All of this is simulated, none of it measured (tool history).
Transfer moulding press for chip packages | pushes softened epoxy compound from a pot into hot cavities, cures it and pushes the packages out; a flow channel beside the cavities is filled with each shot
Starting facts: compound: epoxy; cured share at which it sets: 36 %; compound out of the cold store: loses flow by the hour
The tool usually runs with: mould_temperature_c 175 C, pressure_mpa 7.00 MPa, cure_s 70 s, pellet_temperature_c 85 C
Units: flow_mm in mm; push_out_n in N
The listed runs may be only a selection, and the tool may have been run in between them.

run    hour  mould_temperature_c  pressure_mpa  cure_s  pellet_temperature_c  incoming compound's hours out of the cold store  flow_mm  push_out_n
  1     0.0                  175          7.00      70                    85                                             28.3      797         680
       12.3  -- cavities cleaned with cleaning compound and waxed
       43.2  -- cavities cleaned with cleaning compound and waxed
       75.0  -- cavities cleaned with cleaning compound and waxed
      105.4  -- cavities cleaned with cleaning compound and waxed
  2   105.4                  175          7.00      70                    85                                             10.7      874         475
      136.0  -- cavities cleaned with cleaning compound and waxed
      167.3  -- cavities cleaned with cleaning compound and waxed
      176.7  -- plunger's sealing rings changed
  3   190.2                  175          7.00      70                    85                                             32.3      806         675
      202.4  -- cavities cleaned with cleaning compound and waxed
      232.0  -- cavities cleaned with cleaning compound and waxed
      265.8  -- cavities cleaned with cleaning compound and waxed
  4   280.2                  171          7.00      70                    85                                              9.0      920         820
      297.5  -- cavities cleaned with cleaning compound and waxed
      333.0  -- cavities cleaned with cleaning compound and waxed
      367.5  -- cavities cleaned with cleaning compound and waxed
  5   378.1                  169          7.00      70                    85                                             10.3      908         859
      397.9  -- cavities cleaned with cleaning compound and waxed
      432.3  -- cavities cleaned with cleaning compound and waxed
      464.4  -- cavities cleaned with cleaning compound and waxed
  6   472.6                  169          7.00      70                    85                                             31.0      803         725
      486.7  -- cavities cleaned with cleaning compound and waxed, once more
      520.6  -- cavities cleaned with cleaning compound and waxed
  7   521.2                  169          7.00      70                    85                                              9.0      903         729
      552.0  -- cavities cleaned with cleaning compound and waxed
      585.7  -- cavities cleaned with cleaning compound and waxed
      616.3  -- cavities cleaned with cleaning compound and waxed
  8   623.1                  169          7.00      70                    85                                              9.3      889         793
      652.4  -- cavities cleaned with cleaning compound and waxed
      659.8  -- plunger's sealing rings changed
  9   673.5                  169          7.00      70                    85                                             20.6      874         885
      686.9  -- cavities cleaned with cleaning compound and waxed
      719.0  -- cavities cleaned with cleaning compound and waxed
      741.6  -- mould's thermocouples calibrated
      757.1  -- cavities cleaned with cleaning compound and waxed
 10   773.4                  175          7.00      57                    85                                             47.6      736         873
      787.0  -- cavities cleaned with cleaning compound and waxed
      819.2  -- cavities cleaned with cleaning compound and waxed
 11   833.4                  175          7.00      57                    85                                             36.7      776         856
      848.8  -- cavities cleaned with cleaning compound and waxed
      878.4  -- cavities cleaned with cleaning compound and waxed
      907.9  -- cavities cleaned with cleaning compound and waxed
 12   910.0                  175          5.84     101                    77                                             18.9      774         382
      939.3  -- cavities cleaned with cleaning compound and waxed
      971.2  -- cavities cleaned with cleaning compound and waxed
 13   976.8                  171          7.00      70                    95                                             13.1      879         685
     1004.5  -- cavities cleaned with cleaning compound and waxed
     1040.3  -- cavities cleaned with cleaning compound and waxed
 14  1054.2                  175          7.00      62                    89                                              9.0      875         737
     1076.6  -- cavities cleaned with cleaning compound and waxed
     1109.2  -- cavities cleaned with cleaning compound and waxed
     1142.0  -- plunger's sealing rings changed
     1143.5  -- cavities cleaned with cleaning compound and waxed
 15  1145.8                  175          7.00     107                    76                                             45.9      750         376
     1174.0  -- cavities cleaned with cleaning compound and waxed
     1207.6  -- cavities cleaned with cleaning compound and waxed
     1241.3  -- cavities cleaned with cleaning compound and waxed
 16  1244.7                  178          7.00      60                    85                                             24.7      825         548
     1276.8  -- cavities cleaned with cleaning compound and waxed
     1306.8  -- cavities cleaned with cleaning compound and waxed
 17  1306.8                  177          7.00      70                    92                                             30.5      797         403
     1339.0  -- cavities cleaned with cleaning compound and waxed
 18  1352.9                  177          7.00      70                    92                                             34.8      769         552
     1374.1  -- cavities cleaned with cleaning compound and waxed
     1408.5  -- cavities cleaned with cleaning compound and waxed
 19  1434.6                  177          5.60      94                    88                                             10.0      784         554
     1443.3  -- cavities cleaned with cleaning compound and waxed
     1475.0  -- cavities cleaned with cleaning compound and waxed
 20  1490.7                  177          7.08      94                    88                                             47.8      715         468
     1505.6  -- cavities cleaned with cleaning compound and waxed
     1537.2  -- cavities cleaned with cleaning compound and waxed
     1569.3  -- cavities cleaned with cleaning compound and waxed
 21  1580.2                  180          7.30      56                    82                                             24.6      807         629

Expected results for the next run?
     1601.5  -- cavities cleaned with cleaning compound and waxed
     1623.9  -- plunger's sealing rings changed
     1637.8  -- cavities cleaned with cleaning compound and waxed
     1669.0  -- cavities cleaned with cleaning compound and waxed
 22  1669.0                  168          7.00      70                    85                                             32.1        ?           ?

{"run 22": {"flow_mm": 821, "push_out_n": 624}}
Take away the tool's hidden state, keep the run-to-run variation as it was, and the same run would have given flow_mm 829 mm, push_out_n 664 N.
